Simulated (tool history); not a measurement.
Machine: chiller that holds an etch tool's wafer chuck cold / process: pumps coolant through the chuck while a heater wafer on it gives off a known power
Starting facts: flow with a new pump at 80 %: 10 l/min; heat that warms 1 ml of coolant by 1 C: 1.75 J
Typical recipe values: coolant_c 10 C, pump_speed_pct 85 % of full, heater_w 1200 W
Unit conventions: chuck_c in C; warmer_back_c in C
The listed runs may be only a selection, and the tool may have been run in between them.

run,hour,coolant_c,pump_speed_pct,heater_w,chuck_c,warmer_back_c
1,0.0,10,85,1200,24.4,3.93
2,36.3,10,85,1200,24.4,3.92
3,65.9,10,85,1200,24.5,3.99
4,102.2,10,85,1200,24.5,3.91
5,133.0,10,88,1200,24.0,3.76
6,172.4,10,71,1200,26.7,4.68
7,211.7,10,85,699,18.6,2.24
8,230.7,10,85,699,18.5,2.27
9,247.1,10,85,699,18.5,2.28
10,274.2,10,91,1200,24.0,3.70
11,296.1,10,85,1200,24.7,3.93
12,331.8,10,85,1200,24.6,3.90
13,365.3,10,85,1200,24.8,3.86
14,384.3,10,85,1200,24.6,3.98
15,405.8,10,85,1200,24.7,3.93
16,431.9,10,82,1200,25.2,3.99
17,470.8,16,77,756,25.8,2.68
18,505.2,16,77,756,25.9,2.77
19,541.2,5,85,1200,19.8,3.96
20,569.1,5,85,1434,22.7,4.64
21,602.0,19,85,1495,37.4,4.87
22,622.4,19,60,1704,46.5,7.83
23,655.0,19,60,1704,46.7,7.83
24,673.1,18,63,1227,37.2,5.34
25,711.6,18,63,1227,37.2,5.38
26,744.9,18,63,1227,37.2,5.40
27,782.2,18,60,1458,41.8,6.77
28,798.1,10,86,1162,24.3,3.78
29,834.1,4,85,622,11.4,2.03
30,850.4,17,74,622,25.3,2.27
31,870.9,17,78,776,27.3,2.80
32,909.3,3,90,1554,21.5,4.86

4 ways to go on from here, each from the tool as it stands after run 32. What would each give?
A,948.5,3,86,1183,?,?
B,948.5,5,90,1203,?,?
C,948.5,15,98,1017,?,?
D,948.5,10,90,716,?,?

run,chuck_c,warmer_back_c
A,17.7,3.82
B,19.5,3.79
C,26.4,2.90
D,18.5,2.23
Without the tool's hidden state the same runs would have given:
run,chuck_c,warmer_back_c
A,16.2,3.73
B,18.1,3.71
C,25.3,2.83
D,17.7,2.18
